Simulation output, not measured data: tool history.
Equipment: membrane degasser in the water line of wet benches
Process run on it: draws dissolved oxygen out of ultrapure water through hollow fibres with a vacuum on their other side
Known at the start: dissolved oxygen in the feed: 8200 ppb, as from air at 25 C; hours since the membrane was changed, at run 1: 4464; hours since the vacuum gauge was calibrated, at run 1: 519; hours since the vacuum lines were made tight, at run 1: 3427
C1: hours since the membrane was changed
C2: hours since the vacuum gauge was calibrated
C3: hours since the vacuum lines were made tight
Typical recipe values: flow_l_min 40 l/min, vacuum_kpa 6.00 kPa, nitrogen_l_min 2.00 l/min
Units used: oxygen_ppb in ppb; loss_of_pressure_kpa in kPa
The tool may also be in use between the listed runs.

Run 1, hour 0.0: usual settings; C1 4464; C2 519; C3 3427. Result: oxygen_ppb 161.3 ppb, loss_of_pressure_kpa 33.47 kPa.
Run 2, hour 98.9: usual settings; C1 4563; C2 618; C3 3526. Result: oxygen_ppb 163.1 ppb, loss_of_pressure_kpa 34.15 kPa.
Run 3, hour 171.4: usual settings but nitrogen_l_min 0.95 l/min; C1 4636; C2 690; C3 3598. Result: oxygen_ppb 266.6 ppb, loss_of_pressure_kpa 33.82 kPa.
Run 4, hour 242.3: usual settings but nitrogen_l_min 0.95 l/min; C1 4707; C2 761; C3 3669. Result: oxygen_ppb 267.1 ppb, loss_of_pressure_kpa 33.99 kPa.
Run 5, hour 367.4: usual settings but nitrogen_l_min 0.95 l/min; C1 4832; C2 886; C3 3794. Result: oxygen_ppb 274.9 ppb, loss_of_pressure_kpa 34.06 kPa.
Run 6, hour 476.8: usual settings but nitrogen_l_min 0.95 l/min; C1 4941; C2 996; C3 3903. Result: oxygen_ppb 271.5 ppb, loss_of_pressure_kpa 33.69 kPa.
Run 7, hour 552.0: usual settings but nitrogen_l_min 0.95 l/min; C1 5017; C2 1071; C3 3979. Result: oxygen_ppb 272.0 ppb, loss_of_pressure_kpa 34.08 kPa.
Run 8, hour 674.0: usual settings but nitrogen_l_min 0.95 l/min; C1 5138; C2 1193; C3 4101. Result: oxygen_ppb 272.1 ppb, loss_of_pressure_kpa 34.15 kPa.
Run 9, hour 795.0: usual settings but vacuum_kpa 8.17 kPa; C1 5259; C2 1314; C3 4222. Result: oxygen_ppb 259.4 ppb, loss_of_pressure_kpa 33.90 kPa.
Run 10, hour 882.1: usual settings but flow_l_min 37 l/min, vacuum_kpa 4.32 kPa; C1 5347; C2 1401; C3 4309. Result: oxygen_ppb 76.7 ppb, loss_of_pressure_kpa 31.75 kPa.
Run 11, hour 958.9: usual settings but flow_l_min 37 l/min, vacuum_kpa 4.32 kPa; C1 5423; C2 1478; C3 4386. Result: oxygen_ppb 75.9 ppb, loss_of_pressure_kpa 31.61 kPa.
Run 12, hour 1012.8: usual settings but flow_l_min 47 l/min, vacuum_kpa 5.69 kPa, nitrogen_l_min 4.59 l/min; C1 5477; C2 1532; C3 4439. Result: oxygen_ppb 144.4 ppb, loss_of_pressure_kpa 40.15 kPa.
Run 13, hour 1108.5: usual settings but flow_l_min 51 l/min, vacuum_kpa 10.31 kPa, nitrogen_l_min 4.59 l/min; C1 5573; C2 1628; C3 4535. Result: oxygen_ppb 298.1 ppb, loss_of_pressure_kpa 43.79 kPa.
Run 14, hour 1206.4: usual settings but flow_l_min 51 l/min, vacuum_kpa 10.31 kPa, nitrogen_l_min 4.59 l/min; C1 5671; C2 1726; C3 4633. Result: oxygen_ppb 293.4 ppb, loss_of_pressure_kpa 43.55 kPa.
Run 15, hour 1258.3: usual settings but flow_l_min 51 l/min, vacuum_kpa 10.31 kPa, nitrogen_l_min 4.59 l/min; C1 5723; C2 1777; C3 4685. Result: oxygen_ppb 292.8 ppb, loss_of_pressure_kpa 43.90 kPa.
Run 16, hour 1380.2: usual settings but flow_l_min 51 l/min, vacuum_kpa 10.31 kPa, nitrogen_l_min 4.59 l/min; C1 5845; C2 1899; C3 4807. Result: oxygen_ppb 294.8 ppb, loss_of_pressure_kpa 43.60 kPa.
Run 17, hour 1503.3: usual settings but flow_l_min 25 l/min, vacuum_kpa 8.88 kPa, nitrogen_l_min 1.79 l/min; C1 5968; C2 2022; C3 4930. Result: oxygen_ppb 188.5 ppb, loss_of_pressure_kpa 21.53 kPa.
Run 18, hour 1610.5: usual settings but flow_l_min 56 l/min, vacuum_kpa 11.99 kPa, nitrogen_l_min 4.71 l/min; C1 6075; C2 2130; C3 5037. Result: oxygen_ppb 390.5 ppb, loss_of_pressure_kpa 48.29 kPa.

Here are 4 independent what-if runs from the current tool condition. What would each one return?
Run A, hour 1703.1: usual settings but vacuum_kpa 8.37 kPa; C1 6168; C2 2222; C3 5130. Result: oxygen_ppb ?, loss_of_pressure_kpa ?.
Run B, hour 1703.1: usual settings but flow_l_min 25 l/min, vacuum_kpa 11.99 kPa, nitrogen_l_min 1.90 l/min; C1 6168; C2 2222; C3 5130. Result: oxygen_ppb ?, loss_of_pressure_kpa ?.
Run C, hour 1703.1: usual settings but flow_l_min 30 l/min, vacuum_kpa 11.99 kPa, nitrogen_l_min 4.71 l/min; C1 6168; C2 2222; C3 5130. Result: oxygen_ppb ?, loss_of_pressure_kpa ?.
Run D, hour 1703.1: usual settings but flow_l_min 59 l/min, vacuum_kpa 11.99 kPa, nitrogen_l_min 1.94 l/min; C1 6168; C2 2222; C3 5130. Result: oxygen_ppb ?, loss_of_pressure_kpa ?.

run  oxygen_ppb  loss_of_pressure_kpa
  A       270.4                 34.47
  B       265.8                 21.44
  C       144.7                 25.40
  D       715.8                 50.91
Take away the tool's hidden state, keep each run's random variation, and the runs would have read:
run  oxygen_ppb  loss_of_pressure_kpa
  A       258.7                 33.24
  B       260.1                 20.67
  C       140.0                 24.47
  D       687.9                 49.07
